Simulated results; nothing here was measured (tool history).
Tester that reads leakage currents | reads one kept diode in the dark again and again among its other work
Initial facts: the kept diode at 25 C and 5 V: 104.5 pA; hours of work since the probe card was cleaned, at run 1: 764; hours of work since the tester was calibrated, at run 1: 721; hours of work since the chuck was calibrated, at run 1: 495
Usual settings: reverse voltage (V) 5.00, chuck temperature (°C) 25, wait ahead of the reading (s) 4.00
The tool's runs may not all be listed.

run,hour,reverse voltage (V),chuck temperature (°C),wait ahead of the reading (s),hours of work since the probe card was cleaned,hours of work since the tester was calibrated,hours of work since the chuck was calibrated,current that the tester gives (pA)
1,0.0,5.00,25,4.00,764,721,495,104.68
2,33.5,1.82,25,4.00,779,736,510,64.99
3,92.0,19.20,25,4.00,805,762,536,200.04
4,163.3,19.20,25,4.00,836,793,567,199.82
5,216.1,19.20,25,4.00,860,817,591,200.97
6,256.6,19.20,25,4.00,878,835,609,200.13
7,294.1,19.20,25,4.00,894,851,625,199.92
8,331.4,19.20,25,4.00,911,868,642,199.27
9,389.7,19.20,25,4.00,936,894,668,200.67
10,439.6,19.20,25,4.00,959,916,690,200.14
11,506.9,19.20,25,4.00,988,946,720,200.05
12,566.9,3.04,25,4.00,1015,972,746,82.78
13,613.9,3.04,25,4.00,1036,993,767,82.74
14,649.6,3.04,25,4.00,1052,1009,783,82.77
15,709.7,5.00,25,4.00,1078,1035,810,105.41
16,753.1,5.00,25,4.00,1098,1055,829,105.43
17,818.5,5.00,25,4.00,1127,1084,858,105.42
18,851.9,5.00,25,4.00,1141,1098,873,105.73
19,903.2,5.00,25,1.95,1164,1121,895,105.60
20,934.8,5.00,25,1.95,1178,1135,909,105.34
21,1007.8,1.65,25,1.95,1210,1168,942,62.20
22,1067.7,2.20,60,1.95,1237,1194,968,727.34
23,1134.1,3.49,33,3.02,1266,1224,998,158.06
24,1171.9,2.64,31,4.00,1283,1240,1014,119.96
25,1204.9,13.48,36,1.23,1298,1255,1029,375.94
26,1274.2,7.93,25,4.00,1329,1286,1060,131.23
27,1304.9,7.93,25,4.00,1342,1299,1073,131.96

Predict the results of run 28:
28,1363.7,7.93,25,4.00,1368,1325,1099,?

current that the tester gives (pA): 130.35
Without the tool's hidden state the same run would have given current that the tester gives (pA) 130.12.
